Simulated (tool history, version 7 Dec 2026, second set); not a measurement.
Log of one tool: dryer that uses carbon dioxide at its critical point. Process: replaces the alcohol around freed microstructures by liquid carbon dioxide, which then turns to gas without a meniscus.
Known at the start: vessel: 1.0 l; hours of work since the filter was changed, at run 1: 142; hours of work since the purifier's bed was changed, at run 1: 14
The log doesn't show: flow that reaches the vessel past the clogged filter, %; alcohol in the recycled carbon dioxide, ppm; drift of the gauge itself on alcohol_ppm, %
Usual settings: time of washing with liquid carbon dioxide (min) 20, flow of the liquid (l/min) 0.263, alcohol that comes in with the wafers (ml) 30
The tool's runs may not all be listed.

run,hour,time of washing with liquid carbon dioxide (min),flow of the liquid (l/min),alcohol that comes in with the wafers (ml),hours of work since the filter was changed,hours of work since the purifier's bed was changed,alcohol left in the vessel before it's heated (ppm by volume)
1,0.0,20,0.263,30,142,14,402
2,57.9,20,0.263,30,166,38,444
3,85.3,20,0.275,30,177,49,380
# hour 96.2: inlet filter changed
4,146.1,14,0.275,30,20,74,997
5,185.7,14,0.275,30,37,90,1055
6,245.0,14,0.275,30,61,114,1138
7,272.8,25,0.275,30,72,126,124
8,302.6,27,0.263,30,85,138,110
9,360.7,20,0.299,30,108,162,252
10,411.0,20,0.299,30,129,182,265
11,442.8,20,0.299,30,142,195,276
12,503.9,20,0.299,30,167,220,293
# hour 539.0: inlet filter changed
13,541.4,20,0.299,30,1,235,203
14,587.8,20,0.263,30,20,254,372
15,624.5,20,0.263,30,35,269,376
16,663.4,20,0.175,30,51,285,1578
17,690.4,20,0.175,30,62,297,1625
18,740.7,20,0.263,30,83,317,429
19,785.7,19,0.263,30,101,336,550
20,841.0,15,0.263,30,124,358,1250
21,895.7,27,0.238,68,146,381,474
22,923.7,27,0.238,68,158,392,478
# hour 983.3: inlet filter changed
23,989.2,14,0.195,53,2,419,4894
24,1047.0,14,0.195,53,26,442,5102
25,1105.4,24,0.263,66,50,466,397
26,1170.8,27,0.263,30,77,493,202
27,1221.5,16,0.199,110,98,514,7885
28,1270.1,20,0.250,55,118,534,1014
29,1323.9,20,0.263,89,140,556,1356
30,1388.5,31,0.263,89,166,582,281
31,1420.7,31,0.263,89,179,596,296
# hour 1427.3: inlet filter changed
32,1469.9,15,0.263,95,17,615,3119
33,1503.6,28,0.199,67,31,629,715
34,1546.1,28,0.199,67,49,647,727
35,1581.8,19,0.181,83,63,661,4779
36,1632.2,19,0.181,83,84,682,5011
37,1693.1,17,0.181,95,109,707,7887
38,1745.0,27,0.317,23,130,728,214
39,1771.7,27,0.317,23,141,739,218

Forecast each of these 3 alternatives for the next run:
A,1814.4,14,0.323,28,159,757,?
B,1814.4,27,0.206,60,159,757,?
C,1814.4,26,0.377,28,159,757,?

run,alcohol left in the vessel before it's heated (ppm by volume)
A,930
B,927
C,219
Without the tool's hidden state the same runs would have given:
run,alcohol left in the vessel before it's heated (ppm by volume)
A,499
B,459
C,16
